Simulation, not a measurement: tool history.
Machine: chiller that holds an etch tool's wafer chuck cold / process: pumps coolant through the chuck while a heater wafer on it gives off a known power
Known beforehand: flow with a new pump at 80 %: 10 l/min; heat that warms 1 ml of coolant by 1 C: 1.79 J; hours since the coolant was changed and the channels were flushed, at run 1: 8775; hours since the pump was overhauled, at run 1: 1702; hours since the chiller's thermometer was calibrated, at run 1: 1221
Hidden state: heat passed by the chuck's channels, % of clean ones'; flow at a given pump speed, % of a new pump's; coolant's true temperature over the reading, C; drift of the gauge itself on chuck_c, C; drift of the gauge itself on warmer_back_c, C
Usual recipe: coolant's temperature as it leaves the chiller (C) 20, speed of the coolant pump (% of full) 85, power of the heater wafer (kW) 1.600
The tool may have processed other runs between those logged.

| run | hour | coolant's temperature as it leaves the chiller (C) | speed of the coolant pump (% of full) | power of the heater wafer (kW) | hours since the coolant was changed and the channels were flushed | hours since the pump was overhauled | hours since the chiller's thermometer was calibrated | chuck's temperature once it has settled (K) | how much warmer the coolant comes back (C) |
|---|---|---|---|---|---|---|---|---|---|
| 1 | 0.0 | 20 | 85 | 1.600 | 8775 | 1702 | 1221 | 304.25 | 4.97 |
| 2 | 39.1 | 20 | 85 | 1.600 | 8814 | 1741 | 1260 | 304.25 | 5.03 |
| 3 | 90.5 | 20 | 85 | 1.600 | 8866 | 1792 | 1312 | 304.05 | 5.02 |
| 4 | 133.3 | 20 | 85 | 1.600 | 8909 | 1835 | 1354 | 304.15 | 5.05 |
|  | 193.5 | coolant changed, channels flushed |
| 5 | 203.0 | 20 | 85 | 1.600 | 10 | 1899 | 1418 | 303.15 | 5.06 |
| 6 | 242.1 | 20 | 85 | 1.600 | 49 | 1938 | 1457 | 303.15 | 5.06 |
| 7 | 277.7 | 15 | 85 | 1.600 | 84 | 1973 | 1493 | 298.05 | 5.04 |
| 8 | 332.8 | 15 | 85 | 1.600 | 139 | 2029 | 1548 | 298.15 | 5.07 |
| 9 | 389.9 | 20 | 85 | 1.600 | 196 | 2086 | 1605 | 303.15 | 5.09 |
| 10 | 453.1 | 20 | 85 | 1.600 | 260 | 2149 | 1668 | 303.25 | 5.07 |
| 11 | 502.8 | 20 | 85 | 1.631 | 309 | 2199 | 1718 | 303.25 | 5.10 |
| 12 | 569.1 | 11 | 85 | 1.600 | 376 | 2265 | 1784 | 294.15 | 5.09 |
| 13 | 646.5 | 20 | 88 | 1.600 | 453 | 2342 | 1862 | 302.65 | 4.82 |
| 14 | 706.5 | 20 | 85 | 0.862 | 513 | 2402 | 1922 | 298.85 | 2.76 |
| 15 | 770.6 | 15 | 61 | 1.826 | 577 | 2466 | 1986 | 303.75 | 8.35 |
| 16 | 845.8 | 13 | 64 | 0.970 | 652 | 2542 | 2061 | 294.15 | 4.16 |
| 17 | 899.3 | 20 | 80 | 0.819 | 706 | 2595 | 2114 | 298.75 | 2.76 |
| 18 | 939.3 | 20 | 80 | 0.819 | 746 | 2635 | 2154 | 298.75 | 2.76 |
| 19 | 989.7 | 17 | 60 | 0.927 | 796 | 2685 | 2205 | 298.45 | 4.30 |
|  | 998.2 | chiller's thermometer calibrated |
| 20 | 1071.8 | 17 | 60 | 0.927 | 877 | 2767 | 74 | 298.45 | 4.34 |
| 21 | 1115.6 | 12 | 60 | 1.511 | 921 | 2810 | 117 | 298.65 | 7.03 |
| 22 | 1191.2 | 30 | 77 | 0.988 | 997 | 2886 | 193 | 310.05 | 3.53 |
|  | 1216.0 | chiller's thermometer calibrated, once more |
| 23 | 1264.5 | 16 | 85 | 1.600 | 1069 | 2958 | 49 | 299.15 | 5.13 |
| 24 | 1327.9 | 10 | 85 | 1.600 | 1132 | 3022 | 112 | 293.25 | 5.09 |
| 25 | 1367.8 | 10 | 85 | 1.600 | 1172 | 3062 | 152 | 293.05 | 5.05 |
| 26 | 1427.4 | 15 | 82 | 1.600 | 1232 | 3121 | 211 | 298.35 | 5.35 |
| 27 | 1501.8 | 10 | 79 | 1.132 | 1306 | 3196 | 286 | 290.85 | 3.91 |

Each row is a separate what-if for the run after 27, all from the same tool condition, not one after another. Results?
| A | 1577.1 | 28 | 79 | 1.125 | 1382 | 3271 | 361 | ? | ? |
| B | 1577.1 | 20 | 97 | 1.600 | 1382 | 3271 | 361 | ? | ? |
| C | 1577.1 | 28 | 85 | 1.425 | 1382 | 3271 | 361 | ? | ? |

| run | chuck's temperature once it has settled (K) | how much warmer the coolant comes back (C) |
|---|---|---|
| A | 308.65 | 3.86 |
| B | 301.95 | 4.39 |
| C | 310.25 | 4.50 |
With no hidden state in the tool, these same runs would have given:
| run | chuck's temperature once it has settled (K) | how much warmer the coolant comes back (C) |
|---|---|---|
| A | 308.45 | 3.81 |
| B | 301.75 | 4.32 |
| C | 309.95 | 4.43 |

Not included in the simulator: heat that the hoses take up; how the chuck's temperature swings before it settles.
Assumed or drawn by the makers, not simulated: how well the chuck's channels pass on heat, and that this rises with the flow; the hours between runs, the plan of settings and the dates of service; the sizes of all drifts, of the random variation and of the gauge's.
